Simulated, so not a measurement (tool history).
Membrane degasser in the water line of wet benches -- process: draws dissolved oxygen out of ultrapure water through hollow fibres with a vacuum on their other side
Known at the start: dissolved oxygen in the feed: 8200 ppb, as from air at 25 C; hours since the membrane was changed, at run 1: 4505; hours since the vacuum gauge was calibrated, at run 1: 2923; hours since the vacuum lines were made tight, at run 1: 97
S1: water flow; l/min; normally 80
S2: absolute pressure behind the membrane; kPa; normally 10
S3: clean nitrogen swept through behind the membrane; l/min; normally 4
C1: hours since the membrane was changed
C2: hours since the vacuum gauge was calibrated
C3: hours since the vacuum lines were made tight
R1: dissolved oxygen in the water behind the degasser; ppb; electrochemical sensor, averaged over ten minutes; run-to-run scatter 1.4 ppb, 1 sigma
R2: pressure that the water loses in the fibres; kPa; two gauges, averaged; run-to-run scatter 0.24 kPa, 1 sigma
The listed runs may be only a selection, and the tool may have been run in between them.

run	hour	S1	S2	S3	C1	C2	C3	R1	R2
1	0	80	10	4	4505	2923	97	304.5	64.76
2	93.9	80	10	4	4599	3017	191	303.4	64.8
3	203.4	80	10	4	4709	3127	301	304.7	64.64
4	328.1	80	10	4	4833	3252	425	305.1	64.67
5	402.9	80	10	4	4908	3326	500	304.1	64.74
6	466.4	75	10	4	4972	3390	564	288.4	60.93
7	529.4	80	13.8	4	5035	3453	627	461.7	64.84
8	613.3	80	13.8	9.84	5119	3537	711	205.3	64.7
9	717.4	80	13.8	9.84	5223	3641	815	208.2	64.77
10	806	80	13.8	9.84	5311	3729	903	207.5	64.99
11	945.9	80	10	8.1	5451	3869	1043	163	64.74
12	1085.7	80	10	4	5591	4009	1183	306.9	65.27
13	1195.4	113	10	4	5701	4119	1293	415.7	92.77
14	1284.8	113	10	4	5790	4208	1382	415.8	92.58
15	1393.3	113	10	4	5899	4317	1491	416.7	92.51
16	1489.2	80	14	4	5995	4413	1586	474.3	65.54
17	1568.2	80	14	4	6073	4492	1665	473.4	66.51
18	1708	80	10	3.15	6213	4631	1805	374.5	65.57
19	1803.4	114	11.2	4	6309	4727	1901	491.1	94.03
# hour 1816.1: vacuum gauge calibrated
20	1898.5	55	10	8.71	6403	82	1995	109.2	45.16
21	2020.5	50	9	8.71	6525	204	2117	86.1	41.37
# hour 2100.9: vacuum gauge calibrated, once more
22	2117.2	56	10	4	6622	16	2213	214.6	46.24
23	2221.2	80	7.6	4	6725	120	2317	195.2	66.35
24	2295.3	80	7.6	4	6800	194	2392	193.8	66.07
25	2373.6	59	10	5.64	6878	273	2470	163.8	48.84
26	2455.6	97	17.6	5.64	6960	355	2552	530.8	80.79
27	2581.2	69	20.3	2.1	7085	480	2677	1040.8	57.43
28	2714.5	51	8.8	2.59	7219	614	2811	239.5	41.98
29	2807.9	88	10	4	7312	707	2904	322.2	72.98
30	2908.9	88	10	4	7413	808	3005	322.8	73
31	2999.1	75	25	4.18	7503	898	3095	804.8	62.27
32	3126.5	75	25	4.18	7631	1026	3223	814	62.78
33	3195	83	10	10.05	7699	1094	3291	136.6	69.19

3 ways to go on from here, each from the tool as it stands after run 33. What would each give?
A	3305.2	83	10	4.05	7809	1204	3401	?	?
B	3305.2	80	10	10.76	7809	1204	3401	?	?
C	3305.2	125	18.8	10.05	7809	1204	3401	?	?

run	R1	R2
A	305.1	69.67
B	123.3	67.21
C	448.7	104.93
With the hidden condition removed and each run's random variation left untouched, the same runs would have given:
run	R1	R2
A	301.4	63.93
B	120.7	61.68
C	439.6	96.3
